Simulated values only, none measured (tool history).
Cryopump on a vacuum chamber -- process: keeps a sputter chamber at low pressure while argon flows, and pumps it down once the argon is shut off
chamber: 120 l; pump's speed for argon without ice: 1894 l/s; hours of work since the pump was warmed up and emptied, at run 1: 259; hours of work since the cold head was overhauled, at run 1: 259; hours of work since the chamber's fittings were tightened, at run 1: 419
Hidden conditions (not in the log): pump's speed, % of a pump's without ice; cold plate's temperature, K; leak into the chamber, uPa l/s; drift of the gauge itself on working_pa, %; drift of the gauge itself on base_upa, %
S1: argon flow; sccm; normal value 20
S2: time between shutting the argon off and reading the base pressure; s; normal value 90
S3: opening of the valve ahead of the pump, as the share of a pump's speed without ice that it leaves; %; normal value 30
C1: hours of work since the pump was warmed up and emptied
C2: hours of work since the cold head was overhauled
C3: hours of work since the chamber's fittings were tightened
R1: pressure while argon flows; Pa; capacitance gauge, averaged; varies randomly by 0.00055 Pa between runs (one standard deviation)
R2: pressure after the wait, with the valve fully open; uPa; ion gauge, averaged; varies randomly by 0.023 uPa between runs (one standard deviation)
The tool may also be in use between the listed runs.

| run | day | S1 | S2 | S3 | C1 | C2 | C3 | R1 | R2 |
|---|---|---|---|---|---|---|---|---|---|
| 1 | 0 | 20 | 90 | 30 | 259 | 259 | 419 | 0.0615 | 0.91 |
| 2 | 1.767 | 20 | 90 | 30 | 278 | 278 | 438 | 0.0617 | 0.88 |
| 3 | 3.262 | 20 | 90 | 30 | 294 | 294 | 454 | 0.0621 | 0.87 |
| 4 | 4.6 | 20 | 90 | 30 | 309 | 309 | 468 | 0.0626 | 0.91 |
| 5 | 6.371 | 20 | 90 | 20 | 328 | 328 | 488 | 0.0918 | 0.91 |
| 6 | 9.067 | 20 | 90 | 30 | 357 | 357 | 517 | 0.0629 | 0.91 |
| 7 | 10.675 | 20 | 90 | 30 | 374 | 374 | 534 | 0.0642 | 0.91 |
| 8 | 12.071 | 20 | 90 | 30 | 390 | 390 | 549 | 0.0645 | 0.96 |
| 9 | 14.371 | 13 | 90 | 30 | 414 | 414 | 574 | 0.0416 | 0.92 |
| 10 | 16.167 | 20 | 90 | 30 | 434 | 434 | 593 | 0.0646 | 0.96 |
|  | 17.571 | pump warmed up, emptied and cooled again |
| 11 | 18.979 | 20 | 20 | 41 | 15 | 462 | 621 | 0.044 | 3.09 |
| 12 | 21.95 | 20 | 90 | 57 | 47 | 494 | 654 | 0.0319 | 0.9 |
| 13 | 23.362 | 20 | 123 | 21 | 63 | 509 | 669 | 0.0863 | 0.73 |
| 14 | 26.342 | 20 | 123 | 21 | 95 | 541 | 701 | 0.0869 | 0.71 |
| 15 | 28.596 | 20 | 123 | 21 | 119 | 566 | 725 | 0.0854 | 0.74 |
| 16 | 30.075 | 10 | 123 | 21 | 135 | 582 | 741 | 0.0428 | 0.73 |
| 17 | 32.742 | 9 | 90 | 17 | 164 | 611 | 770 | 0.0485 | 0.93 |
| 18 | 34.883 | 9 | 90 | 17 | 187 | 634 | 793 | 0.0474 | 0.9 |
| 19 | 36.396 | 37 | 90 | 17 | 203 | 650 | 810 | 0.1973 | 0.93 |
| 20 | 39.417 | 16 | 21 | 31 | 236 | 683 | 842 | 0.0476 | 2.99 |

Each row is a separate what-if for the run after 20, all from the same tool condition, not one after another. Results?
| A | 41.267 | 9 | 196 | 19 | 256 | 703 | 862 | ? | ? |
| B | 41.267 | 36 | 21 | 31 | 256 | 703 | 862 | ? | ? |
| C | 41.267 | 20 | 103 | 19 | 256 | 703 | 862 | ? | ? |
| D | 41.267 | 17 | 90 | 30 | 256 | 703 | 862 | ? | ? |

| run | R1 | R2 |
|---|---|---|
| A | 0.0438 | 0.58 |
| B | 0.108 | 3.09 |
| C | 0.0977 | 0.82 |
| D | 0.0529 | 0.92 |
Had the tool no hidden state, the same runs would have come out as:
| run | R1 | R2 |
|---|---|---|
| A | 0.0427 | 0.44 |
| B | 0.1036 | 2.95 |
| C | 0.0952 | 0.68 |
| D | 0.0508 | 0.78 |
